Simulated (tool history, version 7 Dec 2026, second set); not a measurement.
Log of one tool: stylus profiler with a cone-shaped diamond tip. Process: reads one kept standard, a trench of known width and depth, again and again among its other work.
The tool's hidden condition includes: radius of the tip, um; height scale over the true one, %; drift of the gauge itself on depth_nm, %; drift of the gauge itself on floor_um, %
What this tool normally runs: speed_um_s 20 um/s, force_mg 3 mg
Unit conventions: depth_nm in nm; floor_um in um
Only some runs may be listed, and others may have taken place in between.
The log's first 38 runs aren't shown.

run    hour  speed_um_s  force_mg  scans with this tip  hours of work since the height scale was calibrated  depth_nm  floor_um
 39  1743.8           8      3.55                 7454                                                  535    504.89     93.53
 40  1790.6          38         3                 7621                                                  561    504.35     93.48
 41  1841.6          13      3.32                 7803                                                  589    504.66     93.44
 42  1906.9          13      3.32                 8036                                                  625    504.72     93.47
 43  1962.7          13      3.32                 8236                                                  656    504.66     93.35
 44  2021.1          13      2.03                 8444                                                  688    503.16      93.3
 45  2059.2          13      2.03                 8580                                                  709    503.17      93.3
 46  2098.1          20      7.49                 8719                                                  730    508.24     93.29
 47  2144.5          76      3.23                 8885                                                  756    504.41     93.11

Alternative continuations, all from the tool just after run 47; predict every row:
  A  2178.6           6      1.39                 9007                                                  774         ?         ?
  B  2178.6          40      6.34                 9007                                                  774         ?         ?
  C  2178.6          20      4.92                 9007                                                  774         ?         ?

run  depth_nm  floor_um
  A    502.35     93.25
  B    507.42     93.21
  C    505.95      93.2
Without the tool's hidden state the same runs would have given:
run  depth_nm  floor_um
  A    502.76     95.64
  B    507.83      95.6
  C    506.36     95.59
